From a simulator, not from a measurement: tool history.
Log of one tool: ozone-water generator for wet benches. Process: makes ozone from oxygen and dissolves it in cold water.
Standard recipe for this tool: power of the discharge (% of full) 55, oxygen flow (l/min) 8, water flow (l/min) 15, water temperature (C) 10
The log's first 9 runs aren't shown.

run	day	power of the discharge (% of full)	oxygen flow (l/min)	water flow (l/min)	water temperature (C)	dissolved ozone (ppm)	ozone in the gas ahead of the water (g/m3)
10	38.575	55	8	15	10	14.5	108.4
11	41.758	55	8	15	10	14.3	108
12	44.275	55	8	15	12	13.8	108.8
13	48.292	55	8	15	12	13.8	108
14	53.712	55	8	15	10	14.2	107.6
15	59.412	55	4.09	15	10	13.9	151.1
16	64.288	55	8	15	9	14.3	108.1
17	68.754	65	8	13	10	17.1	117.2
# day 69.167: water thermometer calibrated
18	71.767	51	6.29	13	9	15.7	114.8
19	75.946	51	6.29	23	9	9	115.4
20	78.288	51	6.29	23	9	8.9	114.1
21	82.404	89	8	15	10	18.1	138.7
# day 85.367: water thermometer calibrated, once more
22	87.971	89	10.93	23	10	12.6	117.8
23	92.338	89	10.93	22	10	12.9	118.9
24	96.325	44	8	15	10	12	92.3

Run 25 has not been measured yet. What should we expect?
25	99.538	44	8	15	10	?	?

{"run 25": {"dissolved ozone (ppm)": 12.2, "ozone in the gas ahead of the water (g/m3)": 92.9}}
Had the tool carried no hidden state, the very same run would have given dissolved ozone (ppm) 14.3, ozone in the gas ahead of the water (g/m3) 104.6.

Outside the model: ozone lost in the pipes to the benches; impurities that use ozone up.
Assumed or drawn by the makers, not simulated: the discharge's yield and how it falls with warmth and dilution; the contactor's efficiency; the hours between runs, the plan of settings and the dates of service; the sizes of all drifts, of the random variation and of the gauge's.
